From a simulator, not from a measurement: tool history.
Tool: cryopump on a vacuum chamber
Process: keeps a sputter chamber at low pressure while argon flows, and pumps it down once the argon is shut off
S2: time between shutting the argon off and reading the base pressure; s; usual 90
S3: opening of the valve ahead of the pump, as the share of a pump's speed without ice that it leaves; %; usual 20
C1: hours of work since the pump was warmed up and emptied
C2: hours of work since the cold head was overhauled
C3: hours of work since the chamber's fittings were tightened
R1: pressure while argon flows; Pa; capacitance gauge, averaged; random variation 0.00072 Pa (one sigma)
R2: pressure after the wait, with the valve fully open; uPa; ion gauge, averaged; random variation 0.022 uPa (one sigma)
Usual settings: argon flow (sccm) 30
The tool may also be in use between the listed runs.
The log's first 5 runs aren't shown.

Run 6, hour 211.6: usual settings but S3 34 %; C1 662; C2 1550; C3 1295. Result: R1 0.0868 Pa, R2 0.95 uPa.
Run 7, hour 266.7: usual settings but S3 34 %; C1 711; C2 1599; C3 1344. Result: R1 0.0876 Pa, R2 0.95 uPa.
Run 8, hour 318.1: usual settings but S3 34 %; C1 757; C2 1645; C3 1390. Result: R1 0.0886 Pa, R2 1.02 uPa.
Run 9, hour 342.2: usual settings but argon flow (sccm) 27; C1 778; C2 1666; C3 1411. Result: R1 0.129 Pa, R2 1.01 uPa.
Run 10, hour 397.9: usual settings but argon flow (sccm) 27; C1 828; C2 1716; C3 1461. Result: R1 0.1291 Pa, R2 1.07 uPa.
Run 11, hour 435.7: usual settings but argon flow (sccm) 27, S3 49 %; C1 861; C2 1749; C3 1494. Result: R1 0.0605 Pa, R2 1.09 uPa.
At hour 465.9: pump warmed up, emptied and cooled again.
Run 12, hour 487.8: usual settings but argon flow (sccm) 27, S3 49 %; C1 19; C2 1791; C3 1536. Result: R1 0.0477 Pa, R2 0.9 uPa.
Run 13, hour 513.1: usual settings but argon flow (sccm) 27, S3 49 %; C1 42; C2 1814; C3 1559. Result: R1 0.0476 Pa, R2 0.86 uPa.
Run 14, hour 545.8: usual settings but argon flow (sccm) 27, S3 49 %; C1 71; C2 1843; C3 1588. Result: R1 0.049 Pa, R2 0.9 uPa.
Run 15, hour 592.9: usual settings; C1 113; C2 1885; C3 1630. Result: R1 0.1314 Pa, R2 0.89 uPa.
Run 16, hour 641.1: usual settings; C1 156; C2 1928; C3 1673. Result: R1 0.1305 Pa, R2 0.87 uPa.
Run 17, hour 666.8: usual settings; C1 179; C2 1950; C3 1695. Result: R1 0.1319 Pa, R2 0.93 uPa.
Run 18, hour 706.4: usual settings but S3 16 %; C1 214; C2 1986; C3 1731. Result: R1 0.1637 Pa, R2 0.92 uPa.
Run 19, hour 748.7: usual settings but S2 45 s, S3 19 %; C1 251; C2 2023; C3 1768. Result: R1 0.1397 Pa, R2 1.29 uPa.
Run 20, hour 781.6: usual settings but S2 45 s, S3 19 %; C1 281; C2 2053; C3 1797. Result: R1 0.1386 Pa, R2 1.34 uPa.
Run 21, hour 807.5: usual settings but argon flow (sccm) 52, S2 24 s, S3 28 %; C1 304; C2 2075; C3 1820. Result: R1 0.1682 Pa, R2 2.05 uPa.
Run 22, hour 832.1: usual settings but argon flow (sccm) 52, S2 24 s, S3 28 %; C1 326; C2 2097; C3 1842. Result: R1 0.1693 Pa, R2 2.07 uPa.
Run 23, hour 876.4: usual settings but argon flow (sccm) 31; C1 365; C2 2137; C3 1882. Result: R1 0.1384 Pa, R2 0.99 uPa.
Run 24, hour 911: usual settings but argon flow (sccm) 31; C1 396; C2 2168; C3 1912. Result: R1 0.1388 Pa, R2 1.04 uPa.
Run 25, hour 939.8: usual settings but argon flow (sccm) 31; C1 421; C2 2193; C3 1938. Result: R1 0.1383 Pa, R2 1.05 uPa.
Run 26, hour 975.9: usual settings but S2 51 s, S3 47 %; C1 453; C2 2225; C3 1970. Result: R1 0.0601 Pa, R2 1.35 uPa.
Run 27, hour 1023.5: usual settings but argon flow (sccm) 14, S2 51 s, S3 21 %; C1 496; C2 2268; C3 2012. Result: R1 0.0601 Pa, R2 1.37 uPa.

Run 28 comes next. What will it give?
Run 28, hour 1062.9: usual settings but argon flow (sccm) 15, S2 124 s; C1 531; C2 2303; C3 2047. Result: R1 ?, R2 ?.

Run 28 gave R1 0.0685 Pa, R2 0.97 uPa.
Without the tool's hidden state the same run would have given R1 0.0645 Pa, R2 0.41 uPa.

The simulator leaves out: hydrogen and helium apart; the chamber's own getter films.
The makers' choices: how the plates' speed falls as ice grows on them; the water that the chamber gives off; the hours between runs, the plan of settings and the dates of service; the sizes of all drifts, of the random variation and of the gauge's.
